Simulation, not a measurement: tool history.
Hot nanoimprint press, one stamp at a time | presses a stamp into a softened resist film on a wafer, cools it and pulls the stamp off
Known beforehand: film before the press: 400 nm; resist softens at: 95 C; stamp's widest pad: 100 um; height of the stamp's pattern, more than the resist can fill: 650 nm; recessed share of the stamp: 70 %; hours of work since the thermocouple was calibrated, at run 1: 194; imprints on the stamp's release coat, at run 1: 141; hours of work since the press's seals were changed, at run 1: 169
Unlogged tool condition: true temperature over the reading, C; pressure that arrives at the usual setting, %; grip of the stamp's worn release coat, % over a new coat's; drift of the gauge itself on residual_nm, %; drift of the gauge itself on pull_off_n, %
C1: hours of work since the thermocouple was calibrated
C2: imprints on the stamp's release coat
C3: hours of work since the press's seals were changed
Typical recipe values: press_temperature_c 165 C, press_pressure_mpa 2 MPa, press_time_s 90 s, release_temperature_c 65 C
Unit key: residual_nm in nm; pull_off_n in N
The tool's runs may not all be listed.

{"run": 1, "hour": 0.0, "press_temperature_c": 165, "press_pressure_mpa": 2, "press_time_s": 90, "release_temperature_c": 65, "C1": 194, "C2": 141, "C3": 169, "residual_nm": 231.6, "pull_off_n": 133}
{"run": 2, "hour": 14.0, "press_temperature_c": 165, "press_pressure_mpa": 2, "press_time_s": 90, "release_temperature_c": 65, "C1": 201, "C2": 176, "C3": 176, "residual_nm": 232.6, "pull_off_n": 135}
{"run": 3, "hour": 28.3, "press_temperature_c": 165, "press_pressure_mpa": 2, "press_time_s": 90, "release_temperature_c": 65, "C1": 208, "C2": 213, "C3": 184, "residual_nm": 230, "pull_off_n": 137}
{"run": 4, "hour": 36.7, "press_temperature_c": 165, "press_pressure_mpa": 2, "press_time_s": 60, "release_temperature_c": 65, "C1": 212, "C2": 234, "C3": 188, "residual_nm": 261.1, "pull_off_n": 132}
{"run": 5, "hour": 50.7, "press_temperature_c": 165, "press_pressure_mpa": 2, "press_time_s": 60, "release_temperature_c": 65, "C1": 220, "C2": 270, "C3": 195, "residual_nm": 263, "pull_off_n": 139}
{"run": 6, "hour": 61.4, "press_temperature_c": 165, "press_pressure_mpa": 2, "press_time_s": 60, "release_temperature_c": 65, "C1": 225, "C2": 297, "C3": 200, "residual_nm": 259.8, "pull_off_n": 141}
{"run": 7, "hour": 77.8, "press_temperature_c": 165, "press_pressure_mpa": 2, "press_time_s": 60, "release_temperature_c": 52, "C1": 233, "C2": 339, "C3": 208, "residual_nm": 256.8, "pull_off_n": 181}
{"run": 8, "hour": 94.0, "press_temperature_c": 165, "press_pressure_mpa": 2, "press_time_s": 60, "release_temperature_c": 52, "C1": 241, "C2": 380, "C3": 217, "residual_nm": 261.6, "pull_off_n": 183}
{"run": 9, "hour": 111.6, "press_temperature_c": 165, "press_pressure_mpa": 2, "press_time_s": 60, "release_temperature_c": 52, "C1": 250, "C2": 425, "C3": 225, "residual_nm": 263.3, "pull_off_n": 182}
{"run": 10, "hour": 120.9, "press_temperature_c": 165, "press_pressure_mpa": 2, "press_time_s": 90, "release_temperature_c": 65, "C1": 255, "C2": 449, "C3": 230, "residual_nm": 235.7, "pull_off_n": 141}
{"run": 11, "hour": 138.8, "press_temperature_c": 161, "press_pressure_mpa": 2, "press_time_s": 90, "release_temperature_c": 65, "C1": 264, "C2": 494, "C3": 239, "residual_nm": 270.2, "pull_off_n": 148}
{"run": 12, "hour": 150.8, "press_temperature_c": 165, "press_pressure_mpa": 1.94, "press_time_s": 90, "release_temperature_c": 65, "C1": 270, "C2": 525, "C3": 245, "residual_nm": 238.4, "pull_off_n": 146}
{"run": 13, "hour": 166.2, "press_temperature_c": 165, "press_pressure_mpa": 1.94, "press_time_s": 90, "release_temperature_c": 65, "C1": 277, "C2": 564, "C3": 253, "residual_nm": 239.8, "pull_off_n": 142}
{"run": 14, "hour": 184.5, "press_temperature_c": 165, "press_pressure_mpa": 2.48, "press_time_s": 90, "release_temperature_c": 65, "C1": 287, "C2": 611, "C3": 262, "residual_nm": 215.5, "pull_off_n": 148}

Run 15 comes next. What will it give?
{"run": 15, "hour": 204.6, "press_temperature_c": 165, "press_pressure_mpa": 2.48, "press_time_s": 90, "release_temperature_c": 65, "C1": 297, "C2": 662, "C3": 272, "residual_nm": "?", "pull_off_n": "?"}

Logged for run 15: residual_nm 213.9 nm, pull_off_n 148 N.
With the hidden condition absent and the run-to-run variation left alone, this run would have shown residual_nm 209.7 nm, pull_off_n 128 N.

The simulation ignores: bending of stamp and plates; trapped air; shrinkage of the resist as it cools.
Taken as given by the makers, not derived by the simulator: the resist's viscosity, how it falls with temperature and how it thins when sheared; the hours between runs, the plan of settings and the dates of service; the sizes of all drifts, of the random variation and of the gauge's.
